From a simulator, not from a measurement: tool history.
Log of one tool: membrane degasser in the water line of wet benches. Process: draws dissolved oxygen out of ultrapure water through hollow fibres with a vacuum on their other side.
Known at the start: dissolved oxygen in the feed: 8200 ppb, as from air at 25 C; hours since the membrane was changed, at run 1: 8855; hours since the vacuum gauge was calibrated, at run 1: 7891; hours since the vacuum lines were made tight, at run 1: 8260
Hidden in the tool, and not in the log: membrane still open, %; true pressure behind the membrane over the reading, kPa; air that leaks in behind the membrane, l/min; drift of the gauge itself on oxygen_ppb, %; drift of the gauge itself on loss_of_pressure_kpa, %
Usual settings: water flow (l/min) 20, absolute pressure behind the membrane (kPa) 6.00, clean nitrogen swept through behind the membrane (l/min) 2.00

run    hour  water flow (l/min)  absolute pressure behind the membrane (kPa)  clean nitrogen swept through behind the membrane (l/min)  hours since the membrane was changed  hours since the vacuum gauge was calibrated  hours since the vacuum lines were made tight  dissolved oxygen in the water behind the degasser (ppb)  pressure that the water loses in the fibres (kPa)
  1     0.0                  20                                         6.00                                                      2.00                                  8855                                         7891                                          8260                                                    141.5                                              68.45
  2   175.5                  20                                         6.00                                                      1.84                                  9031                                         8067                                          8435                                                    146.8                                              67.83
  3   462.6                  20                                         6.00                                                      1.84                                  9318                                         8354                                          8722                                                    144.6                                              68.02
      524.6  -- vacuum gauge calibrated
  4   677.2                  20                                         6.00                                                      1.84                                  9532                                          153                                          8936                                                    146.9                                              67.96
  5   940.8                  20                                         6.00                                                      2.00                                  9796                                          416                                          9200                                                    141.5                                              67.55
  6  1062.7                  20                                         6.00                                                      2.00                                  9918                                          538                                          9322                                                    141.0                                              67.86
  7  1195.4                  27                                         6.00                                                      2.00                                 10050                                          671                                          9454                                                    246.7                                              91.05
  8  1475.7                  27                                         6.00                                                      2.00                                 10331                                          951                                          9735                                                    246.7                                              91.04
  9  1746.1                  20                                         6.00                                                      2.00                                 10601                                         1222                                         10005                                                    141.1                                              67.32
 10  1903.7                  20                                         6.00                                                      2.00                                 10759                                         1379                                         10163                                                    142.5                                              67.16
 11  2141.2                  26                                         4.16                                                      0.81                                 10996                                         1617                                         10400                                                    214.0                                              87.30
 12  2369.2                  26                                         4.16                                                      0.81                                 11224                                         1845                                         10628                                                    212.9                                              86.54
 13  2609.8                  26                                        10.69                                                      2.03                                 11465                                         2085                                         10869                                                    362.7                                              86.61
 14  2815.6                  20                                         6.61                                                      3.80                                 11671                                         2291                                         11075                                                    120.3                                              66.99
     3077.2  -- gauge calibrated
 15  3090.6                  25                                         9.54                                                      2.00                                 11946                                         2566                                         11350                                                    317.8                                              85.51
 16  3303.7                  12                                        11.39                                                      2.79                                 12159                                         2779                                         11563                                                     99.3                                              40.54
 17  3550.1                  25                                         6.00                                                      1.30                                 12405                                         3025                                         11809                                                    252.0                                              85.23
 18  3761.8                  14                                         7.60                                                      0.96                                 12617                                         3237                                         12021                                                    169.3                                              47.91
 19  3899.7                  14                                         7.60                                                      0.96                                 12755                                         3375                                         12159                                                    168.0                                              47.81
 20  4070.0                  14                                         7.60                                                      3.01                                 12925                                         3545                                         12329                                                     74.3                                              46.86

Measured less the same run without the tool's hidden state. The same run-to-run variation is in both; the gauge's scatter may not be:
run  pressure that the water loses in the fibres (kPa)
  1                                              +0.03
  2                                              -0.08
  3                                              -0.24
  4                                              -0.36
  5                                              -0.51
  6                                              -0.59
  7                                              -0.89
  8                                              -1.11
  9                                              -0.98
 10                                              -1.06
 11                                              -1.57
 12                                              -1.72
 13                                              -1.91
 14                                              -1.60
 15                                              +0.03
 16                                              -0.06
 17                                              -0.29
 18                                              -0.25
 19                                              -0.31
 20                                              -0.38
dissolved oxygen in the water behind the degasser (ppb): within 0.4 of the measured result in every run.
